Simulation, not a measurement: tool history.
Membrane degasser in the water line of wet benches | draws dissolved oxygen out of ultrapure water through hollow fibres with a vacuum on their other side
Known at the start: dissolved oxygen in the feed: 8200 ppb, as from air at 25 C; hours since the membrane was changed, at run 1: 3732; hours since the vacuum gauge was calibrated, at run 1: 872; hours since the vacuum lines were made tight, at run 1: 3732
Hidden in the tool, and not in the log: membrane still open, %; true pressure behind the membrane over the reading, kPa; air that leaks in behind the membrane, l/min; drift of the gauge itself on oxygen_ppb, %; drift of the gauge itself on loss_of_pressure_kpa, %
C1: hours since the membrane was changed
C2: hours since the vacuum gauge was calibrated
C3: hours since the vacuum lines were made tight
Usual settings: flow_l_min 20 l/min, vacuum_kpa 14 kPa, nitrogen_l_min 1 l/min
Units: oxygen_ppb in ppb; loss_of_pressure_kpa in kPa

{"run": 1, "hour": 0.0, "flow_l_min": 20, "vacuum_kpa": 14, "nitrogen_l_min": 1, "C1": 3732, "C2": 872, "C3": 3732, "oxygen_ppb": 477.8, "loss_of_pressure_kpa": 31.91}
{"run": 2, "hour": 80.8, "flow_l_min": 23, "vacuum_kpa": 14, "nitrogen_l_min": 1, "C1": 3813, "C2": 953, "C3": 3813, "oxygen_ppb": 537.3, "loss_of_pressure_kpa": 36.64}
{"run": 3, "hour": 226.2, "flow_l_min": 23, "vacuum_kpa": 14, "nitrogen_l_min": 1, "C1": 3958, "C2": 1099, "C3": 3958, "oxygen_ppb": 541.1, "loss_of_pressure_kpa": 36.66}
{"run": 4, "hour": 323.9, "flow_l_min": 20, "vacuum_kpa": 22.6, "nitrogen_l_min": 1, "C1": 4056, "C2": 1196, "C3": 4056, "oxygen_ppb": 805.4, "loss_of_pressure_kpa": 31.97}
{"run": 5, "hour": 409.7, "flow_l_min": 20, "vacuum_kpa": 22.6, "nitrogen_l_min": 0.51, "C1": 4142, "C2": 1282, "C3": 4142, "oxygen_ppb": 1350.1, "loss_of_pressure_kpa": 31.96}
{"run": 6, "hour": 585.8, "flow_l_min": 20, "vacuum_kpa": 14, "nitrogen_l_min": 1, "C1": 4318, "C2": 1458, "C3": 4318, "oxygen_ppb": 477, "loss_of_pressure_kpa": 31.3}
{"run": 7, "hour": 670.6, "flow_l_min": 27, "vacuum_kpa": 14, "nitrogen_l_min": 1, "C1": 4403, "C2": 1543, "C3": 4403, "oxygen_ppb": 626.9, "loss_of_pressure_kpa": 42.89}
{"run": 8, "hour": 835.6, "flow_l_min": 27, "vacuum_kpa": 32.4, "nitrogen_l_min": 1, "C1": 4568, "C2": 1708, "C3": 4568, "oxygen_ppb": 1464.7, "loss_of_pressure_kpa": 42.82}
{"run": 9, "hour": 970.3, "flow_l_min": 27, "vacuum_kpa": 32.4, "nitrogen_l_min": 1, "C1": 4702, "C2": 1843, "C3": 4702, "oxygen_ppb": 1470.1, "loss_of_pressure_kpa": 43.32}
{"run": 10, "hour": 1111.3, "flow_l_min": 27, "vacuum_kpa": 32.4, "nitrogen_l_min": 1, "C1": 4843, "C2": 1984, "C3": 4843, "oxygen_ppb": 1492.4, "loss_of_pressure_kpa": 43.15}
{"run": 11, "hour": 1232.1, "flow_l_min": 16, "vacuum_kpa": 14, "nitrogen_l_min": 1, "C1": 4964, "C2": 2104, "C3": 4964, "oxygen_ppb": 399, "loss_of_pressure_kpa": 25.64}
{"run": 12, "hour": 1312.1, "flow_l_min": 14, "vacuum_kpa": 14, "nitrogen_l_min": 1, "C1": 5044, "C2": 2185, "C3": 5044, "oxygen_ppb": 353.7, "loss_of_pressure_kpa": 22.46}
{"run": 13, "hour": 1465.5, "flow_l_min": 14, "vacuum_kpa": 14, "nitrogen_l_min": 1, "C1": 5198, "C2": 2338, "C3": 5198, "oxygen_ppb": 353.3, "loss_of_pressure_kpa": 22.55}
{"run": 14, "hour": 1569.3, "flow_l_min": 30, "vacuum_kpa": 14, "nitrogen_l_min": 1, "C1": 5301, "C2": 2442, "C3": 5301, "oxygen_ppb": 696.3, "loss_of_pressure_kpa": 47.89}
{"run": 15, "hour": 1654.0, "flow_l_min": 30, "vacuum_kpa": 14, "nitrogen_l_min": 1, "C1": 5386, "C2": 2526, "C3": 5386, "oxygen_ppb": 690.1, "loss_of_pressure_kpa": 48.28}
{"run": 16, "hour": 1831.1, "flow_l_min": 20, "vacuum_kpa": 14, "nitrogen_l_min": 1, "C1": 5563, "C2": 2704, "C3": 5563, "oxygen_ppb": 484.5, "loss_of_pressure_kpa": 31.89}
{"run": 17, "hour": 1915.1, "flow_l_min": 20, "vacuum_kpa": 14, "nitrogen_l_min": 1, "C1": 5647, "C2": 2788, "C3": 5647, "oxygen_ppb": 481.9, "loss_of_pressure_kpa": 32.26}
{"run": 18, "hour": 2024.0, "flow_l_min": 14, "vacuum_kpa": 13.8, "nitrogen_l_min": 1, "C1": 5756, "C2": 2896, "C3": 5756, "oxygen_ppb": 349.5, "loss_of_pressure_kpa": 22.5}
{"run": 19, "hour": 2140.6, "flow_l_min": 13, "vacuum_kpa": 15.3, "nitrogen_l_min": 1.89, "C1": 5873, "C2": 3013, "C3": 5873, "oxygen_ppb": 209.4, "loss_of_pressure_kpa": 20.9}
{"run": 20, "hour": 2236.3, "flow_l_min": 13, "vacuum_kpa": 15.3, "nitrogen_l_min": 1.89, "C1": 5968, "C2": 3109, "C3": 5968, "oxygen_ppb": 208.2, "loss_of_pressure_kpa": 21.06}
{"run": 21, "hour": 2339.5, "flow_l_min": 13, "vacuum_kpa": 15.3, "nitrogen_l_min": 1.89, "C1": 6072, "C2": 3212, "C3": 6072, "oxygen_ppb": 207.4, "loss_of_pressure_kpa": 20.93}
{"hour": 2354.2, "done": "vacuum gauge calibrated"}
{"run": 22, "hour": 2429.6, "flow_l_min": 29, "vacuum_kpa": 14, "nitrogen_l_min": 1, "C1": 6161, "C2": 75, "C3": 6161, "oxygen_ppb": 681, "loss_of_pressure_kpa": 47.29}
{"run": 23, "hour": 2583.7, "flow_l_min": 21, "vacuum_kpa": 11.6, "nitrogen_l_min": 1, "C1": 6315, "C2": 230, "C3": 6315, "oxygen_ppb": 405.9, "loss_of_pressure_kpa": 34.08}
{"run": 24, "hour": 2756.6, "flow_l_min": 21, "vacuum_kpa": 11.6, "nitrogen_l_min": 1, "C1": 6488, "C2": 402, "C3": 6488, "oxygen_ppb": 408, "loss_of_pressure_kpa": 34.32}
{"hour": 2790.3, "done": "vacuum gauge calibrated, once more"}
{"run": 25, "hour": 2844.4, "flow_l_min": 21, "vacuum_kpa": 11.6, "nitrogen_l_min": 1, "C1": 6575, "C2": 54, "C3": 6575, "oxygen_ppb": 394.1, "loss_of_pressure_kpa": 34.32}
{"run": 26, "hour": 2942.9, "flow_l_min": 14, "vacuum_kpa": 11.7, "nitrogen_l_min": 0.91, "C1": 6674, "C2": 153, "C3": 6674, "oxygen_ppb": 302.5, "loss_of_pressure_kpa": 22.68}
{"run": 27, "hour": 3039.9, "flow_l_min": 16, "vacuum_kpa": 30.4, "nitrogen_l_min": 2.59, "C1": 6771, "C2": 250, "C3": 6771, "oxygen_ppb": 408, "loss_of_pressure_kpa": 26.32}
{"run": 28, "hour": 3201.1, "flow_l_min": 16, "vacuum_kpa": 30.4, "nitrogen_l_min": 2.59, "C1": 6932, "C2": 411, "C3": 6932, "oxygen_ppb": 406.9, "loss_of_pressure_kpa": 26.32}
{"run": 29, "hour": 3372.9, "flow_l_min": 28, "vacuum_kpa": 14, "nitrogen_l_min": 0.41, "C1": 7104, "C2": 583, "C3": 7104, "oxygen_ppb": 1200.4, "loss_of_pressure_kpa": 45.92}
{"hour": 3484.7, "done": "seals of the vacuum lines changed"}
{"run": 30, "hour": 3496.5, "flow_l_min": 16, "vacuum_kpa": 14, "nitrogen_l_min": 1.05, "C1": 7226, "C2": 704, "C3": 12, "oxygen_ppb": 368.8, "loss_of_pressure_kpa": 26.15}
{"run": 31, "hour": 3589.5, "flow_l_min": 16, "vacuum_kpa": 15, "nitrogen_l_min": 0.45, "C1": 7319, "C2": 797, "C3": 105, "oxygen_ppb": 798.3, "loss_of_pressure_kpa": 26.26}

3 ways to go on from here, each from the tool as it stands after run 31. What would each give?
{"run": "A", "hour": 3759.2, "flow_l_min": 13, "vacuum_kpa": 14, "nitrogen_l_min": 1.17, "C1": 7488, "C2": 967, "C3": 275, "oxygen_ppb": "?", "loss_of_pressure_kpa": "?"}
{"run": "B", "hour": 3759.2, "flow_l_min": 20, "vacuum_kpa": 24.4, "nitrogen_l_min": 1, "C1": 7488, "C2": 967, "C3": 275, "oxygen_ppb": "?", "loss_of_pressure_kpa": "?"}
{"run": "C", "hour": 3759.2, "flow_l_min": 16, "vacuum_kpa": 15.8, "nitrogen_l_min": 0.87, "C1": 7488, "C2": 967, "C3": 275, "oxygen_ppb": "?", "loss_of_pressure_kpa": "?"}

run=A oxygen_ppb=278.3 loss_of_pressure_kpa=21.48
run=B oxygen_ppb=868.8 loss_of_pressure_kpa=32.86
run=C oxygen_ppb=501.8 loss_of_pressure_kpa=26.32
Without the tool's hidden state the same runs would have given:
run=A oxygen_ppb=275.4 loss_of_pressure_kpa=19.99
run=B oxygen_ppb=862 loss_of_pressure_kpa=30.58
run=C oxygen_ppb=497.3 loss_of_pressure_kpa=24.5
